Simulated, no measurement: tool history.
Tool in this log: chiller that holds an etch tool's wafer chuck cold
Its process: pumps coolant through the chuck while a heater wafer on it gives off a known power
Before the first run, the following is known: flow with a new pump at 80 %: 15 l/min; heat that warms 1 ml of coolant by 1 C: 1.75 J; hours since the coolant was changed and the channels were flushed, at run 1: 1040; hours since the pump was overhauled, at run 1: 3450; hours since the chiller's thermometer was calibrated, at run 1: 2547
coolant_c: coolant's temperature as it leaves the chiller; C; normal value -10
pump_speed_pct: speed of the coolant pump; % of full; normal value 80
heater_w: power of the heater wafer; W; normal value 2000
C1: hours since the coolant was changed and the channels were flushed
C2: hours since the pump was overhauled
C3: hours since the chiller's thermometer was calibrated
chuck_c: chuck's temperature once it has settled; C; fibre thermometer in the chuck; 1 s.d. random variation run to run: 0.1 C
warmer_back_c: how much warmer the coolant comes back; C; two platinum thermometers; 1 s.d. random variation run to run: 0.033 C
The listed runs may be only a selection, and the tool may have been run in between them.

{"run": 1, "hour": 0.0, "coolant_c": -10, "pump_speed_pct": 80, "heater_w": 2000, "C1": 1040, "C2": 3450, "C3": 2547, "chuck_c": 3.8, "warmer_back_c": 4.82}
{"run": 2, "hour": 130.8, "coolant_c": -10, "pump_speed_pct": 80, "heater_w": 2000, "C1": 1171, "C2": 3581, "C3": 2678, "chuck_c": 3.9, "warmer_back_c": 4.81}
{"hour": 147.0, "done": "chiller's thermometer calibrated"}
{"run": 3, "hour": 261.3, "coolant_c": -10, "pump_speed_pct": 80, "heater_w": 2000, "C1": 1300, "C2": 3710, "C3": 114, "chuck_c": 4.3, "warmer_back_c": 4.82}
{"run": 4, "hour": 386.7, "coolant_c": -10, "pump_speed_pct": 80, "heater_w": 2000, "C1": 1426, "C2": 3835, "C3": 240, "chuck_c": 4.1, "warmer_back_c": 4.85}
{"run": 5, "hour": 507.9, "coolant_c": -10, "pump_speed_pct": 80, "heater_w": 2000, "C1": 1547, "C2": 3957, "C3": 361, "chuck_c": 4.3, "warmer_back_c": 4.84}
{"run": 6, "hour": 636.6, "coolant_c": -10, "pump_speed_pct": 71, "heater_w": 2000, "C1": 1676, "C2": 4085, "C3": 490, "chuck_c": 5.9, "warmer_back_c": 5.49}
{"run": 7, "hour": 697.5, "coolant_c": -9, "pump_speed_pct": 80, "heater_w": 2000, "C1": 1737, "C2": 4146, "C3": 550, "chuck_c": 5.6, "warmer_back_c": 4.84}
{"run": 8, "hour": 817.1, "coolant_c": -16, "pump_speed_pct": 87, "heater_w": 1414, "C1": 1856, "C2": 4266, "C3": 670, "chuck_c": -6.5, "warmer_back_c": 3.18}
{"run": 9, "hour": 908.7, "coolant_c": -5, "pump_speed_pct": 87, "heater_w": 2824, "C1": 1948, "C2": 4358, "C3": 762, "chuck_c": 14.1, "warmer_back_c": 6.35}
{"run": 10, "hour": 1015.9, "coolant_c": -3, "pump_speed_pct": 80, "heater_w": 1460, "C1": 2055, "C2": 4465, "C3": 869, "chuck_c": 7.7, "warmer_back_c": 3.55}
{"run": 11, "hour": 1148.6, "coolant_c": -12, "pump_speed_pct": 65, "heater_w": 2694, "C1": 2188, "C2": 4597, "C3": 1002, "chuck_c": 11.4, "warmer_back_c": 8.12}
{"run": 12, "hour": 1219.3, "coolant_c": -12, "pump_speed_pct": 65, "heater_w": 2694, "C1": 2258, "C2": 4668, "C3": 1072, "chuck_c": 11.4, "warmer_back_c": 8.15}
{"run": 13, "hour": 1280.3, "coolant_c": -12, "pump_speed_pct": 65, "heater_w": 2694, "C1": 2319, "C2": 4729, "C3": 1133, "chuck_c": 11.3, "warmer_back_c": 8.07}
{"run": 14, "hour": 1393.5, "coolant_c": -12, "pump_speed_pct": 92, "heater_w": 2694, "C1": 2433, "C2": 4842, "C3": 1246, "chuck_c": 5.8, "warmer_back_c": 5.81}

Below are 4 alternative next runs, each starting from the tool's condition after run 14. Predict each:
{"run": "A", "hour": 1517.7, "coolant_c": -7, "pump_speed_pct": 80, "heater_w": 1911, "C1": 2557, "C2": 4966, "C3": 1371, "chuck_c": "?", "warmer_back_c": "?"}
{"run": "B", "hour": 1517.7, "coolant_c": -2, "pump_speed_pct": 93, "heater_w": 1048, "C1": 2557, "C2": 4966, "C3": 1371, "chuck_c": "?", "warmer_back_c": "?"}
{"run": "C", "hour": 1517.7, "coolant_c": -10, "pump_speed_pct": 68, "heater_w": 2165, "C1": 2557, "C2": 4966, "C3": 1371, "chuck_c": "?", "warmer_back_c": "?"}
{"run": "D", "hour": 1517.7, "coolant_c": -12, "pump_speed_pct": 62, "heater_w": 2694, "C1": 2557, "C2": 4966, "C3": 1371, "chuck_c": "?", "warmer_back_c": "?"}

run=A chuck_c=7.4 warmer_back_c=4.66
run=B chuck_c=4.8 warmer_back_c=2.24
run=C chuck_c=8.2 warmer_back_c=6.23
run=D chuck_c=12.7 warmer_back_c=8.43
With the hidden condition removed and each run's random variation left untouched, the same runs would have given:
run=A chuck_c=5.9 warmer_back_c=4.31
run=B chuck_c=4.2 warmer_back_c=2.08
run=C chuck_c=6.3 warmer_back_c=5.78
run=D chuck_c=10 warmer_back_c=7.81

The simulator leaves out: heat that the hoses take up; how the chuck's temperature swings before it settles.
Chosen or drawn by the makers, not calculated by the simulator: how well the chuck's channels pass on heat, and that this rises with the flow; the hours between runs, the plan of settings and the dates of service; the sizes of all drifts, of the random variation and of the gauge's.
